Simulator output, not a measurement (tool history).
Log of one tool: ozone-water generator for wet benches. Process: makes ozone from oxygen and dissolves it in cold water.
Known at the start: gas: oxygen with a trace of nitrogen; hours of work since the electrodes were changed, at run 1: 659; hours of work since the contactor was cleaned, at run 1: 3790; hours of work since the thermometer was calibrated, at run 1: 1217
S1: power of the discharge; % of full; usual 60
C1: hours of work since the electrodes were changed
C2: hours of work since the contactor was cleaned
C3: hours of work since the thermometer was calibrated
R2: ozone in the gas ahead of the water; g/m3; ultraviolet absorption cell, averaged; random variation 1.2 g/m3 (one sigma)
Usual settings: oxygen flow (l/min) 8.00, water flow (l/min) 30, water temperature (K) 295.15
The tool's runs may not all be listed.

run 1 day=0.000 | S1=60 oxygen_flow_(l/min)=8.00 water_flow_(l/min)=30 water_temperature_(K)=295.15 | C1=659 C2=3790 C3=1217 | dissolved_ozone_(ppm)=24.0 R2=222.4
run 2 day=0.883 | S1=60 oxygen_flow_(l/min)=8.00 water_flow_(l/min)=30 water_temperature_(K)=295.15 | C1=678 C2=3809 C3=1236 | dissolved_ozone_(ppm)=23.9 R2=226.2
run 3 day=2.258 | S1=60 oxygen_flow_(l/min)=8.00 water_flow_(l/min)=30 water_temperature_(K)=295.15 | C1=707 C2=3838 C3=1265 | dissolved_ozone_(ppm)=24.0 R2=224.8
run 4 day=3.300 | S1=60 oxygen_flow_(l/min)=8.00 water_flow_(l/min)=19 water_temperature_(K)=295.15 | C1=729 C2=3860 C3=1288 | dissolved_ozone_(ppm)=31.7 R2=224.4
run 5 day=5.025 | S1=60 oxygen_flow_(l/min)=8.00 water_flow_(l/min)=19 water_temperature_(K)=295.15 | C1=766 C2=3897 C3=1324 | dissolved_ozone_(ppm)=31.7 R2=226.0
run 6 day=6.050 | S1=60 oxygen_flow_(l/min)=8.00 water_flow_(l/min)=19 water_temperature_(K)=295.15 | C1=788 C2=3919 C3=1346 | dissolved_ozone_(ppm)=31.9 R2=226.2
run 7 day=7.596 | S1=60 oxygen_flow_(l/min)=8.00 water_flow_(l/min)=19 water_temperature_(K)=295.15 | C1=820 C2=3951 C3=1379 | dissolved_ozone_(ppm)=32.3 R2=225.7
run 8 day=9.317 | S1=60 oxygen_flow_(l/min)=8.00 water_flow_(l/min)=19 water_temperature_(K)=295.15 | C1=857 C2=3988 C3=1415 | dissolved_ozone_(ppm)=31.5 R2=228.1
run 9 day=10.750 | S1=60 oxygen_flow_(l/min)=8.00 water_flow_(l/min)=19 water_temperature_(K)=295.15 | C1=887 C2=4018 C3=1446 | dissolved_ozone_(ppm)=31.9 R2=226.6
run 10 day=11.825 | S1=60 oxygen_flow_(l/min)=8.00 water_flow_(l/min)=36 water_temperature_(K)=295.15 | C1=910 C2=4041 C3=1469 | dissolved_ozone_(ppm)=21.0 R2=225.8
run 11 day=12.904 | S1=60 oxygen_flow_(l/min)=8.00 water_flow_(l/min)=47 water_temperature_(K)=303.15 | C1=933 C2=4064 C3=1491 | dissolved_ozone_(ppm)=15.3 R2=228.9
run 12 day=13.862 | S1=60 oxygen_flow_(l/min)=8.00 water_flow_(l/min)=47 water_temperature_(K)=303.15 | C1=953 C2=4084 C3=1512 | dissolved_ozone_(ppm)=15.2 R2=230.7
run 13 day=15.700 | S1=60 oxygen_flow_(l/min)=8.00 water_flow_(l/min)=47 water_temperature_(K)=303.15 | C1=993 C2=4123 C3=1551 | dissolved_ozone_(ppm)=15.2 R2=229.5
run 14 day=16.929 | S1=60 oxygen_flow_(l/min)=8.00 water_flow_(l/min)=47 water_temperature_(K)=303.15 | C1=1019 C2=4150 C3=1577 | dissolved_ozone_(ppm)=15.1 R2=229.9
-- day=17.300 gauge calibrated
run 15 day=18.142 | S1=81 oxygen_flow_(l/min)=8.00 water_flow_(l/min)=47 water_temperature_(K)=295.15 | C1=1044 C2=4175 C3=1603 | dissolved_ozone_(ppm)=21.9 R2=294.6
run 16 day=19.921 | S1=81 oxygen_flow_(l/min)=8.00 water_flow_(l/min)=47 water_temperature_(K)=295.15 | C1=1082 C2=4213 C3=1640 | dissolved_ozone_(ppm)=21.7 R2=287.8
run 17 day=21.300 | S1=81 oxygen_flow_(l/min)=8.00 water_flow_(l/min)=47 water_temperature_(K)=295.15 | C1=1111 C2=4242 C3=1670 | dissolved_ozone_(ppm)=21.7 R2=291.4
run 18 day=22.796 | S1=81 oxygen_flow_(l/min)=8.00 water_flow_(l/min)=47 water_temperature_(K)=295.15 | C1=1143 C2=4274 C3=1702 | dissolved_ozone_(ppm)=21.7 R2=294.7
run 19 day=24.208 | S1=60 oxygen_flow_(l/min)=4.88 water_flow_(l/min)=30 water_temperature_(K)=295.15 | C1=1173 C2=4304 C3=1732 | dissolved_ozone_(ppm)=23.1 R2=289.4

How the hidden state differs across the entries between the runs, from the last listed run before each to the first after it:
Between runs 14 and 15: gauge calibrated (day 17.300)
  drift of the gauge itself on gas_g_m3, %: 2.79 -> 0.14
  measured less the result without the state, R2: +6.2 -> +0.3 g/m3

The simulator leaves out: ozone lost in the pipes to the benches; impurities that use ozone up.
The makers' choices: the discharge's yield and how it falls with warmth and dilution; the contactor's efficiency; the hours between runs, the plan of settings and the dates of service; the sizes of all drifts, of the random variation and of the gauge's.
